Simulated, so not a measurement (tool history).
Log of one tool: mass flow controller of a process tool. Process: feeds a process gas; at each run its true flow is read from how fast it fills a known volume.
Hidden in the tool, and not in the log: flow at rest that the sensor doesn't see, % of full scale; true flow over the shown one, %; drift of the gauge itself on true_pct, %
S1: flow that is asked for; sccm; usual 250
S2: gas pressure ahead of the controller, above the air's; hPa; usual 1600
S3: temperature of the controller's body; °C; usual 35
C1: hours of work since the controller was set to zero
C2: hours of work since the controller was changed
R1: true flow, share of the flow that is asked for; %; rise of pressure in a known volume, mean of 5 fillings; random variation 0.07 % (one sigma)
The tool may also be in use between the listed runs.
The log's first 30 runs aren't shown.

| run | hour | S1 | S2 | S3 | C1 | C2 | R1 |
|---|---|---|---|---|---|---|---|
| 31 | 3525.7 | 131 | 2110 | 37 | 5601 | 5601 | 99.00 |
| 32 | 3612.1 | 131 | 2110 | 37 | 5670 | 5670 | 98.96 |
| 33 | 3745.6 | 62 | 2250 | 37 | 5775 | 5775 | 100.73 |
| 34 | 3896.9 | 62 | 2250 | 37 | 5895 | 5895 | 100.68 |
| 35 | 4012.9 | 62 | 2280 | 27 | 5987 | 5987 | 101.83 |
| 36 | 4182.5 | 62 | 2280 | 27 | 6121 | 6121 | 101.82 |
| 37 | 4354.8 | 62 | 2280 | 21 | 6257 | 6257 | 102.67 |
| 38 | 4468.0 | 62 | 2280 | 21 | 6347 | 6347 | 102.73 |
| 39 | 4559.8 | 62 | 2280 | 21 | 6419 | 6419 | 102.76 |
| 40 | 4678.0 | 453 | 2510 | 29 | 6513 | 6513 | 100.98 |
| 41 | 4764.8 | 453 | 2510 | 29 | 6581 | 6581 | 100.95 |
|  | 4819.3 | controller's zero set anew |
| 42 | 4907.9 | 250 | 2040 | 32 | 70 | 6694 | 98.69 |
| 43 | 5081.0 | 250 | 2040 | 32 | 207 | 6831 | 98.68 |
| 44 | 5248.3 | 250 | 2040 | 32 | 339 | 6963 | 98.68 |
| 45 | 5394.4 | 53 | 2170 | 39 | 455 | 7079 | 97.42 |
| 46 | 5493.6 | 55 | 1810 | 39 | 533 | 7157 | 97.29 |
| 47 | 5659.1 | 56 | 2340 | 26 | 664 | 7288 | 99.02 |

4 ways to go on from here, each from the tool as it stands after run 47. What would each give?
| A | 5805.6 | 128 | 2340 | 25 | 780 | 7404 | ? |
| B | 5805.6 | 86 | 1450 | 26 | 780 | 7404 | ? |
| C | 5805.6 | 85 | 2510 | 34 | 780 | 7404 | ? |
| D | 5805.6 | 250 | 2000 | 35 | 780 | 7404 | ? |

| run | R1 |
|---|---|
| A | 99.14 |
| B | 98.57 |
| C | 98.35 |
| D | 98.51 |
Without the tool's hidden state the same runs would have given:
| run | R1 |
|---|---|
| A | 97.77 |
| B | 97.02 |
| C | 96.79 |
| D | 97.32 |

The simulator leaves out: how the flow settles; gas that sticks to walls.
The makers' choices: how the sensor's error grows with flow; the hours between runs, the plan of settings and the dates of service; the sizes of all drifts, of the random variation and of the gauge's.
